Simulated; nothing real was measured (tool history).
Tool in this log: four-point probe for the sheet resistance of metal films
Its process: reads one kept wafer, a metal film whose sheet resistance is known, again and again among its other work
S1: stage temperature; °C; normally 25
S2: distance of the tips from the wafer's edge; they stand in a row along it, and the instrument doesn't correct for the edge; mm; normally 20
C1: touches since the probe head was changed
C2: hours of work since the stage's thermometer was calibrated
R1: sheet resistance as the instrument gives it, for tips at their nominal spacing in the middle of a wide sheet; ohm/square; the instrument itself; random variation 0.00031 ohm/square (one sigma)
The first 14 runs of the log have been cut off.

{"run": 15, "day": 51.333, "S1": 25, "S2": 7, "C1": 52135, "C2": 248, "R1": 1.576194}
{"run": 16, "day": 53.779, "S1": 25, "S2": 7, "C1": 53219, "C2": 294, "R1": 1.575985}
{"run": 17, "day": 58.658, "S1": 25, "S2": 7, "C1": 55379, "C2": 386, "R1": 1.575973}
{"run": 18, "day": 62.288, "S1": 32, "S2": 17, "C1": 56988, "C2": 455, "R1": 1.539006}
{"run": 19, "day": 66.267, "S1": 30, "S2": 15, "C1": 58750, "C2": 530, "R1": 1.54407}
{"run": 20, "day": 69.054, "S1": 19, "S2": 9, "C1": 59985, "C2": 583, "R1": 1.578156}
{"day": 70.775, "done": "stage's thermometer calibrated, once more"}
{"run": 21, "day": 74.338, "S1": 22, "S2": 6, "C1": 62315, "C2": 67, "R1": 1.588805}
{"run": 22, "day": 77.825, "S1": 21, "S2": 4, "C1": 63858, "C2": 133, "R1": 1.633763}
{"run": 23, "day": 81.154, "S1": 21, "S2": 4, "C1": 65333, "C2": 196, "R1": 1.633499}
{"run": 24, "day": 85.688, "S1": 20, "S2": 20, "C1": 67342, "C2": 281, "R1": 1.558747}
{"run": 25, "day": 88.575, "S1": 20, "S2": 20, "C1": 68620, "C2": 336, "R1": 1.559264}
{"run": 26, "day": 92.425, "S1": 20, "S2": 20, "C1": 70324, "C2": 408, "R1": 1.558732}
{"run": 27, "day": 94.646, "S1": 27, "S2": 41, "C1": 71309, "C2": 450, "R1": 1.541162}
{"run": 28, "day": 98.083, "S1": 25, "S2": 48, "C1": 72831, "C2": 515, "R1": 1.545541}
{"run": 29, "day": 100.767, "S1": 25, "S2": 48, "C1": 74018, "C2": 566, "R1": 1.545375}
{"run": 30, "day": 103.05, "S1": 35, "S2": 20, "C1": 75030, "C2": 609, "R1": 1.528712}
{"run": 31, "day": 107.108, "S1": 24, "S2": 4, "C1": 76827, "C2": 685, "R1": 1.625969}

Forecast each of these 4 alternatives for the next run:
{"run": "A", "day": 110.292, "S1": 35, "S2": 46, "C1": 78238, "C2": 745, "R1": "?"}
{"run": "B", "day": 110.292, "S1": 33, "S2": 36, "C1": 78238, "C2": 745, "R1": "?"}
{"run": "C", "day": 110.292, "S1": 21, "S2": 25, "C1": 78238, "C2": 745, "R1": "?"}
{"run": "D", "day": 110.292, "S1": 34, "S2": 69, "C1": 78238, "C2": 745, "R1": "?"}

run=A R1=1.524643
run=B R1=1.529474
run=C R1=1.555094
run=D R1=1.526542
Without the tool's hidden state the same runs would have given:
run=A R1=1.527886
run=B R1=1.532725
run=C R1=1.558386
run=D R1=1.529788

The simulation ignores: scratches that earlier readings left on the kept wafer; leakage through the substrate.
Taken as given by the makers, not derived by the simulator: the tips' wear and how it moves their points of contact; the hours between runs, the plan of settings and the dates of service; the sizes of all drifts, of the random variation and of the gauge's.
